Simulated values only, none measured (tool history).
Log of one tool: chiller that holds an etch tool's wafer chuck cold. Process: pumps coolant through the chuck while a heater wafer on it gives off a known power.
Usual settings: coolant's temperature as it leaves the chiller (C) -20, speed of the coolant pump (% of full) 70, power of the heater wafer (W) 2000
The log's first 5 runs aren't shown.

run,hour,coolant's temperature as it leaves the chiller (C),speed of the coolant pump (% of full),power of the heater wafer (W),chuck's temperature once it has settled (C),how much warmer the coolant comes back (C)
6,377.3,-20,72,2000,-3.7,5.28
7,470.2,-20,72,2000,-3.4,5.28
8,545.7,-20,72,2000,-3.3,5.28
9,625.8,-21,70,2000,-3.9,5.54
10,705.9,-17,70,2000,-0.1,5.47
11,811.5,-17,70,2000,-0.1,5.44
12,914.5,-16,70,2000,1.0,5.41
13,965.6,-16,70,2000,1.2,5.50
14,1018.4,-16,70,2000,1.3,5.49
15,1083.9,-16,70,2000,1.1,5.45
16,1173.5,-20,63,2000,-1.1,6.17
17,1249.9,-20,72,1805,-4.8,4.83
18,1309.5,-23,85,1805,-9.5,4.03
19,1376.5,-30,65,1805,-13.0,5.40
20,1445.0,-22,66,1984,-3.7,5.90
21,1523.9,-23,94,1313,-13.8,2.64

Forecast run 22:
22,1597.6,-11,79,1313,?,?

{"run 22": {"chuck's temperature once it has settled (C)": -0.4, "how much warmer the coolant comes back (C)": 3.21}}
Without the tool's hidden state the same run would have given chuck's temperature once it has settled (C) -2.2, how much warmer the coolant comes back (C) 2.99.

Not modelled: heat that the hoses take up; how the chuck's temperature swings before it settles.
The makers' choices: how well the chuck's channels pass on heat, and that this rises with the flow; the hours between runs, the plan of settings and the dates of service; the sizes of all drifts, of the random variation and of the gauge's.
